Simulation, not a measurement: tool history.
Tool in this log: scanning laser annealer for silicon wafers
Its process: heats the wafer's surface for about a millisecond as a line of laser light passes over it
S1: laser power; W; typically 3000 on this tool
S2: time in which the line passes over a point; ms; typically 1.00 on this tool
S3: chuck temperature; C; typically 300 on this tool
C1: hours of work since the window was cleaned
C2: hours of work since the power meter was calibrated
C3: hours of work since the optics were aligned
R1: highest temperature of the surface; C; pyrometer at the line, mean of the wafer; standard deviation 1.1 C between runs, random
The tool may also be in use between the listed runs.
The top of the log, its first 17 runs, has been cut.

run	hour	S1	S2	S3	C1	C2	C3	R1
18	603.1	3000	0.95	300	431	589	947	986
19	627.4	3000	0.95	300	446	604	962	985
# hour 633.2: window over the wafer cleaned
20	675.2	3213	1.00	300	26	632	991	1051
# hour 720.0: window over the wafer cleaned, once more
21	720.3	2804	0.93	303	0	659	1018	947
22	743.9	3233	0.70	312	15	674	1032	986
23	766.8	3233	0.70	312	29	688	1046	987
24	804.5	3233	0.70	312	52	711	1070	987
25	845.2	3000	1.00	316	78	736	1095	1034
26	888.9	3000	1.00	316	105	764	1122	1033
27	924.5	3160	1.00	312	127	786	1144	1073
28	947.1	2627	0.75	274	141	800	1158	812
29	978.8	2627	0.75	274	161	819	1178	813
30	1004.1	2627	0.75	274	176	835	1194	812
31	1045.2	3297	1.25	266	202	861	1219	1142
32	1066.9	3201	0.73	266	215	874	1233	935
# hour 1083.0: optics aligned, line set to its width
33	1109.5	3032	0.99	271	239	898	16	994
34	1142.6	3032	0.99	271	259	918	37	993
35	1180.7	2754	0.84	271	283	942	61	871
36	1214.3	2872	1.00	300	304	963	82	979
37	1248.7	2902	0.84	300	325	984	103	934
38	1274.0	2815	1.20	332	341	1000	119	1046
39	1322.3	2815	1.20	332	371	1030	149	1044
40	1358.9	2732	0.72	263	394	1052	171	814

Forecast each of these 3 alternatives for the next run:
A	1397.3	2732	0.87	263	417	1076	195	?
B	1397.3	3235	0.72	268	417	1076	195	?
C	1397.3	2613	1.00	300	417	1076	195	?

run	R1
A	860
B	941
C	902
Without the tool's hidden state the same runs would have given:
run	R1
A	875
B	958
C	916
